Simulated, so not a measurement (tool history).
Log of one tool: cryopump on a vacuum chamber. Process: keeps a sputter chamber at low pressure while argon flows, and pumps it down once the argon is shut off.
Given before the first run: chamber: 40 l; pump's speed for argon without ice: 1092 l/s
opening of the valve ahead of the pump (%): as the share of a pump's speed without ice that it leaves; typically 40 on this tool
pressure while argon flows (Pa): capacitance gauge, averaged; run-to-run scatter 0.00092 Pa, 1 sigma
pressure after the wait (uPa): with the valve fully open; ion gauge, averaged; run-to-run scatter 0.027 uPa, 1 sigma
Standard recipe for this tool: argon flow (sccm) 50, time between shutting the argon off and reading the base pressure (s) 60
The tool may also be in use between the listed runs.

run,hour,argon flow (sccm),time between shutting the argon off and reading the base pressure (s),opening of the valve ahead of the pump (%),pressure while argon flows (Pa),pressure after the wait (uPa)
1,0.0,50,60,40,0.2091,1.91
2,27.2,75,60,40,0.3150,1.84
3,44.8,75,60,40,0.3143,1.96
4,67.8,75,60,40,0.3163,1.94
5,84.9,75,40,40,0.3170,2.52
6,111.0,75,40,40,0.3184,2.51
7,125.4,75,40,40,0.3193,2.49
8,148.2,75,40,40,0.3217,2.55
9,168.3,75,40,40,0.3232,2.56
10,181.6,75,40,40,0.3242,2.61
11,203.6,75,110,40,0.3250,1.72
12,221.1,75,110,40,0.3286,1.79
# hour 232.9: pump warmed up, emptied and cooled again
13,249.9,75,110,40,0.2919,1.47
14,272.5,50,111,40,0.1955,1.63
15,297.9,50,111,40,0.1953,1.52
16,315.8,50,111,18,0.4356,1.61
17,333.7,50,111,18,0.4321,1.56
18,355.8,50,39,40,0.1967,2.57
19,369.5,55,190,38,0.2291,1.46
20,396.6,39,84,47,0.1333,1.86
21,422.0,82,95,47,0.2778,1.86
22,433.4,23,262,34,0.1080,1.46
23,445.9,23,262,34,0.1070,1.45
24,470.8,23,34,34,0.1087,3.13
25,496.4,23,34,34,0.1086,3.07
26,520.3,50,21,18,0.4368,4.18
27,533.1,50,24,27,0.2971,3.88
28,546.8,50,24,27,0.2972,3.88
29,558.1,50,24,27,0.2972,3.84
30,570.9,51,275,20,0.4036,1.66
31,584.4,62,260,16,0.6143,1.68
32,605.8,27,59,29,0.1510,2.48
33,620.9,27,59,25,0.1749,2.44

Alternative continuations, all from the tool just after run 33; predict every row:
A,642.7,35,60,40,?,?
B,642.7,30,35,40,?,?
C,642.7,50,30,22,?,?

run,pressure while argon flows (Pa),pressure after the wait (uPa)
A,0.1453,2.55
B,0.1233,3.24
C,0.3646,3.48
With the hidden condition removed and each run's random variation left untouched, the same runs would have given:
run,pressure while argon flows (Pa),pressure after the wait (uPa)
A,0.1357,1.25
B,0.1151,1.93
C,0.3508,2.17

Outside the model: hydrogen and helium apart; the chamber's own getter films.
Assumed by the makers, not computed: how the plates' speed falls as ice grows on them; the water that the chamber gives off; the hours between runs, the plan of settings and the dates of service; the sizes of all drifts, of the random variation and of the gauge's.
